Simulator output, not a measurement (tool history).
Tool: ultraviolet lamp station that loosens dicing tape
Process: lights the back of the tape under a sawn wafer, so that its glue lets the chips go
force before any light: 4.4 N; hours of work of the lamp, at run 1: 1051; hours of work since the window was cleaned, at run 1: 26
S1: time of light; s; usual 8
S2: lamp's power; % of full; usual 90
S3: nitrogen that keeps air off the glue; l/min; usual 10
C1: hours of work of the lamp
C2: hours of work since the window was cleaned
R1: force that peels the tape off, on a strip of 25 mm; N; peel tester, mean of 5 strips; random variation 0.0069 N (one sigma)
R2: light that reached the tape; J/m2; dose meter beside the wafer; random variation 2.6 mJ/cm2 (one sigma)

run,hour,S1,S2,S3,C1,C2,R1,R2
1,0,8,90,10,1051,26,0.391,2150
2,43.5,8,90,7,1075,51,0.474,2100
3,112,8,76,10,1113,89,0.541,1700
4,150.9,8,76,10,1135,110,0.581,1680
5,180.2,8,76,10,1151,127,0.579,1670
6,236.7,8,76,10,1183,158,0.602,1620
7,304.7,8,76,10,1220,196,0.648,1510
# hour 308.5: window cleaned of glue's vapour
8,342,8,76,10,1241,19,0.756,1420
9,412.8,8,90,10,1280,58,0.606,1570
10,468.5,8,90,10,1311,89,0.645,1530
11,505.5,8,90,10,1332,109,0.68,1480
12,558.2,8,64,10,1361,139,1.127,1020
# hour 595.5: window cleaned of glue's vapour, once more
13,600.2,8,64,10,1384,3,0.8,1360
14,662.1,8,64,10,1419,37,0.839,1270
15,721.1,14,69,3,1451,70,0.72,2380
16,779.1,15,94,17,1484,102,0.213,3330
17,846.9,8,61,13,1521,140,0.917,1110
# hour 862.8: lamp changed
18,894.6,9,90,4,18,166,0.39,3150
19,945.8,8,87,10,46,194,0.301,2670
20,1003.3,8,86,10,78,226,0.311,2530
21,1074.3,7,80,11,118,266,0.408,1980
22,1111.8,11,92,19,138,286,0.207,3500
# hour 1141.8: window cleaned of glue's vapour
23,1161.9,13,96,10,166,11,0.194,5170
24,1202.8,15,90,5,189,34,0.209,5400

The same runs without the tool's hidden state, with the same run-to-run variation:
The hidden state here: lamp's light, % of a new lamp's; light that the window lets through, % of a clean one's; drift of the gauge itself on peel_n, %; drift of the gauge itself on dose_mj_cm2, %.
run,R1,R2
1,0.247,3190
2,0.256,3180
3,0.276,2690
4,0.291,2700
5,0.282,2730
6,0.274,2740
7,0.281,2670
8,0.282,2720
9,0.233,3180
10,0.232,3200
11,0.237,3180
12,0.342,2280
13,0.347,2290
14,0.352,2260
15,0.292,4350
16,0.201,6310
17,0.323,2190
18,0.32,3610
19,0.255,3140
20,0.251,3070
21,0.293,2500
22,0.2,4520
23,0.193,5610
24,0.203,5980
